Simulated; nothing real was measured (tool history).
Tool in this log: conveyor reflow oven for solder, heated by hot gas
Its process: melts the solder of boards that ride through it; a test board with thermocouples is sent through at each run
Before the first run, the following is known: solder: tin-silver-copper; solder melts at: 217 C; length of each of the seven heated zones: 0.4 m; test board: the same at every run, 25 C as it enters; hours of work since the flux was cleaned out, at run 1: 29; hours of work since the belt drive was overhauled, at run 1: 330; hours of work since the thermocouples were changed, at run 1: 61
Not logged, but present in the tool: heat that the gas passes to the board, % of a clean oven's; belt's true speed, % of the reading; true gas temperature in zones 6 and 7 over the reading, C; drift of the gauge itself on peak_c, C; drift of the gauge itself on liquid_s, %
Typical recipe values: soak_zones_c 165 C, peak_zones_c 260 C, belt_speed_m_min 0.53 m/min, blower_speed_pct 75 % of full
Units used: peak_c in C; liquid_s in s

run   hour  soak_zones_c  peak_zones_c  belt_speed_m_min  blower_speed_pct  hours of work since the flux was cleaned out  hours of work since the belt drive was overhauled  hours of work since the thermocouples were changed  peak_c  liquid_s
  1      0           165           260              0.53                75                                            29                                                330                                                  61   246.2      60.9
  2   23.6           165           260              0.53                75                                            44                                                344                                                  75   246.4      60.8
  3   59.9           165           260              0.53                83                                            66                                                366                                                  97   247.7      62.4
  4   80.1           157           260              0.53                75                                            78                                                378                                                 109   244.8      55.7
  5  104.8           157           260             0.439                75                                            93                                                393                                                 124   250.5      76.4
  6    141           152           260             0.575                75                                           115                                                415                                                 146   241.1      44.9
  7  160.3           179           264              0.46                75                                           127                                                427                                                 158     255      85.4
  8  197.3           165           260             0.542                75                                           149                                                449                                                 180   244.9      57.1
  9  225.7           164           260              0.53                84                                           166                                                467                                                 198   246.8      60.4
 10  257.7           163           260             0.616                75                                           186                                                486                                                 217   240.3      43.4

What if the next run were any one of these 5? Each begins from the tool's condition after run 10:
  A  283.9           160           273             0.447                75                                           202                                                502                                                 233       ?         ?
  B  283.9           153           260              0.43                76                                           202                                                502                                                 233       ?         ?
  C  283.9           165           263              0.53                75                                           202                                                502                                                 233       ?         ?
  D  283.9           169           260             0.564                75                                           202                                                502                                                 233       ?         ?
  E  283.9           153           258              0.53                56                                           202                                                502                                                 233       ?         ?

run  peak_c  liquid_s
  A   261.1      84.9
  B   249.4        76
  C   247.9      60.9
  D     244      54.5
  E   236.5      42.4
Without the tool's unlogged condition, the same runs would have read:
run  peak_c  liquid_s
  A     263      86.1
  B   251.3      78.1
  C     250      62.9
  D     246      56.7
  E   238.5      45.3

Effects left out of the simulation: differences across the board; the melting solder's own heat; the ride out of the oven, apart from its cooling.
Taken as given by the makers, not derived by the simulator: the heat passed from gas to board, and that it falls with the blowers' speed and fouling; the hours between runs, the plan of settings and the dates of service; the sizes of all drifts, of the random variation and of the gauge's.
